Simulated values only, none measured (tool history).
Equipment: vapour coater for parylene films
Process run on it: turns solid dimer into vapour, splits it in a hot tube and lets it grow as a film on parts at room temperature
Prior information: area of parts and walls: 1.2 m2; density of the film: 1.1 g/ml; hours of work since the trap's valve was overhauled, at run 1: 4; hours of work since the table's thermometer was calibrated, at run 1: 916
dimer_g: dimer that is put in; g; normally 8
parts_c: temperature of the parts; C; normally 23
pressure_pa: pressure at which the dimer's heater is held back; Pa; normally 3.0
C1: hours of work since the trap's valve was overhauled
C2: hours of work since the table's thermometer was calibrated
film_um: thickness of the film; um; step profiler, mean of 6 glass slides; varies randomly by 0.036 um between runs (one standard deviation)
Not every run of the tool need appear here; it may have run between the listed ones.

run 1 hour=0.0 | dimer_g=8 parts_c=23 pressure_pa=3.0 | C1=4 C2=916 | film_um=3.76
run 2 hour=17.0 | dimer_g=8 parts_c=23 pressure_pa=3.0 | C1=17 C2=930 | film_um=3.79
run 3 hour=34.7 | dimer_g=8 parts_c=23 pressure_pa=3.0 | C1=32 C2=944 | film_um=3.69
run 4 hour=52.2 | dimer_g=8 parts_c=23 pressure_pa=3.0 | C1=46 C2=958 | film_um=3.78
run 5 hour=68.6 | dimer_g=8 parts_c=23 pressure_pa=3.0 | C1=59 C2=971 | film_um=3.74
run 6 hour=85.0 | dimer_g=8 parts_c=23 pressure_pa=3.0 | C1=72 C2=985 | film_um=3.70
run 7 hour=103.1 | dimer_g=8 parts_c=23 pressure_pa=3.0 | C1=86 C2=999 | film_um=3.73
run 8 hour=134.5 | dimer_g=8 parts_c=23 pressure_pa=3.0 | C1=112 C2=1024 | film_um=3.70
run 9 hour=155.4 | dimer_g=8 parts_c=23 pressure_pa=2.2 | C1=128 C2=1041 | film_um=3.80
run 10 hour=177.0 | dimer_g=8 parts_c=23 pressure_pa=2.2 | C1=146 C2=1058 | film_um=3.90

What does the tool deliver on the next run?
run 11 hour=198.1 | dimer_g=8 parts_c=23 pressure_pa=2.2 | C1=163 C2=1075 | film_um=?

{"run 11": {"film_um": 3.86}}
With no hidden state in the tool, this same run would have given film_um 3.88 um.

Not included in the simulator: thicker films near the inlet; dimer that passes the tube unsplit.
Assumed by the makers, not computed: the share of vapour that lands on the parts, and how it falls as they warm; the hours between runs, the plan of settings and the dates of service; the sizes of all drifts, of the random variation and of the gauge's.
